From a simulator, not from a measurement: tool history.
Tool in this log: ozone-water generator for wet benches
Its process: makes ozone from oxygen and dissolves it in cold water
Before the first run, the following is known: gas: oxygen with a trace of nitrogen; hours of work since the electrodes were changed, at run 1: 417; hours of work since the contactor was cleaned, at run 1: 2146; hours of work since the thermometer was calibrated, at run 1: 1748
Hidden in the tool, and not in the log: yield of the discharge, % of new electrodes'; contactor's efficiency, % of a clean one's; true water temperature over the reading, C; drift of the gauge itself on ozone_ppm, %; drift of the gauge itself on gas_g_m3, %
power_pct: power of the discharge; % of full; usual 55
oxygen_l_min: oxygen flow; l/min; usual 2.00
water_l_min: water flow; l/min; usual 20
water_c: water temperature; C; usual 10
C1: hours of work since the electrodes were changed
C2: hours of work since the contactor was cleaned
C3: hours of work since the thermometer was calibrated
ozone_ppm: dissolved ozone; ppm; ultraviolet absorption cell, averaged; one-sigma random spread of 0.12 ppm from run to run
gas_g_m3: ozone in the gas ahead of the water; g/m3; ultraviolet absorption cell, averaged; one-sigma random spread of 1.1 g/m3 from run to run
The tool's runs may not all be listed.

run 1 hour=0.0 | power_pct=55 oxygen_l_min=2.00 water_l_min=20 water_c=10 | C1=417 C2=2146 C3=1748 | ozone_ppm=11.9 gas_g_m3=187.4
run 2 hour=33.6 | power_pct=55 oxygen_l_min=2.00 water_l_min=20 water_c=10 | C1=439 C2=2169 C3=1771 | ozone_ppm=11.7 gas_g_m3=187.4
run 3 hour=60.5 | power_pct=55 oxygen_l_min=2.00 water_l_min=20 water_c=10 | C1=457 C2=2187 C3=1789 | ozone_ppm=11.9 gas_g_m3=184.5
run 4 hour=99.9 | power_pct=66 oxygen_l_min=2.00 water_l_min=20 water_c=10 | C1=484 C2=2213 C3=1815 | ozone_ppm=13.2 gas_g_m3=213.1
run 5 hour=126.9 | power_pct=66 oxygen_l_min=2.00 water_l_min=20 water_c=10 | C1=502 C2=2231 C3=1833 | ozone_ppm=13.3 gas_g_m3=212.4
run 6 hour=173.7 | power_pct=66 oxygen_l_min=2.00 water_l_min=20 water_c=10 | C1=533 C2=2262 C3=1864 | ozone_ppm=13.4 gas_g_m3=214.4
run 7 hour=223.0 | power_pct=55 oxygen_l_min=2.08 water_l_min=20 water_c=10 | C1=566 C2=2295 C3=1897 | ozone_ppm=11.7 gas_g_m3=184.4
run 8 hour=249.8 | power_pct=49 oxygen_l_min=2.00 water_l_min=20 water_c=10 | C1=584 C2=2313 C3=1915 | ozone_ppm=10.6 gas_g_m3=172.2
run 9 hour=293.1 | power_pct=49 oxygen_l_min=2.00 water_l_min=20 water_c=10 | C1=613 C2=2342 C3=1944 | ozone_ppm=10.8 gas_g_m3=169.3
run 10 hour=331.4 | power_pct=55 oxygen_l_min=2.00 water_l_min=20 water_c=10 | C1=638 C2=2367 C3=1970 | ozone_ppm=11.6 gas_g_m3=186.4
run 11 hour=380.4 | power_pct=51 oxygen_l_min=2.00 water_l_min=20 water_c=10 | C1=671 C2=2400 C3=2002 | ozone_ppm=10.8 gas_g_m3=174.9
run 12 hour=409.1 | power_pct=51 oxygen_l_min=2.00 water_l_min=20 water_c=10 | C1=690 C2=2419 C3=2022 | ozone_ppm=10.9 gas_g_m3=174.0
run 13 hour=434.1 | power_pct=55 oxygen_l_min=2.00 water_l_min=20 water_c=10 | C1=707 C2=2436 C3=2038 | ozone_ppm=11.7 gas_g_m3=184.1
run 14 hour=480.6 | power_pct=55 oxygen_l_min=2.00 water_l_min=20 water_c=10 | C1=738 C2=2467 C3=2069 | ozone_ppm=11.4 gas_g_m3=185.0
run 15 hour=526.9 | power_pct=62 oxygen_l_min=2.00 water_l_min=27 water_c=6 | C1=769 C2=2498 C3=2100 | ozone_ppm=9.6 gas_g_m3=200.8
run 16 hour=572.2 | power_pct=97 oxygen_l_min=1.04 water_l_min=22 water_c=8 | C1=799 C2=2528 C3=2131 | ozone_ppm=13.2 gas_g_m3=409.5
run 17 hour=610.4 | power_pct=81 oxygen_l_min=1.04 water_l_min=22 water_c=7 | C1=825 C2=2554 C3=2156 | ozone_ppm=11.8 gas_g_m3=358.0
run 18 hour=631.6 | power_pct=81 oxygen_l_min=1.04 water_l_min=22 water_c=7 | C1=839 C2=2568 C3=2170 | ozone_ppm=12.0 gas_g_m3=356.4
run 19 hour=664.0 | power_pct=81 oxygen_l_min=1.04 water_l_min=22 water_c=7 | C1=860 C2=2590 C3=2192 | ozone_ppm=11.6 gas_g_m3=359.9
run 20 hour=697.0 | power_pct=92 oxygen_l_min=3.21 water_l_min=27 water_c=14 | C1=882 C2=2612 C3=2214 | ozone_ppm=13.6 gas_g_m3=201.9
run 21 hour=739.0 | power_pct=89 oxygen_l_min=2.00 water_l_min=20 water_c=10 | C1=910 C2=2640 C3=2242 | ozone_ppm=16.1 gas_g_m3=259.0
run 22 hour=781.9 | power_pct=42 oxygen_l_min=1.48 water_l_min=14 water_c=17 | C1=939 C2=2668 C3=2271 | ozone_ppm=11.7 gas_g_m3=180.0
run 23 hour=808.5 | power_pct=47 oxygen_l_min=1.48 water_l_min=14 water_c=17 | C1=957 C2=2686 C3=2288 | ozone_ppm=12.6 gas_g_m3=195.8
run 24 hour=837.0 | power_pct=52 oxygen_l_min=3.59 water_l_min=19 water_c=6 | C1=976 C2=2705 C3=2307 | ozone_ppm=13.1 gas_g_m3=124.8
run 25 hour=880.7 | power_pct=58 oxygen_l_min=2.63 water_l_min=19 water_c=16 | C1=1005 C2=2734 C3=2336 | ozone_ppm=12.2 gas_g_m3=162.4

Run 26 comes next. What will it give?
run 26 hour=905.9 | power_pct=58 oxygen_l_min=2.63 water_l_min=19 water_c=16 | C1=1022 C2=2751 C3=2353 | ozone_ppm=? gas_g_m3=?

Run 26 came out at ozone_ppm 12.5 ppm, gas_g_m3 159.8 g/m3.
With the hidden condition absent and the run-to-run variation left alone, this run would have shown ozone_ppm 13.4 ppm, gas_g_m3 167.3 g/m3.
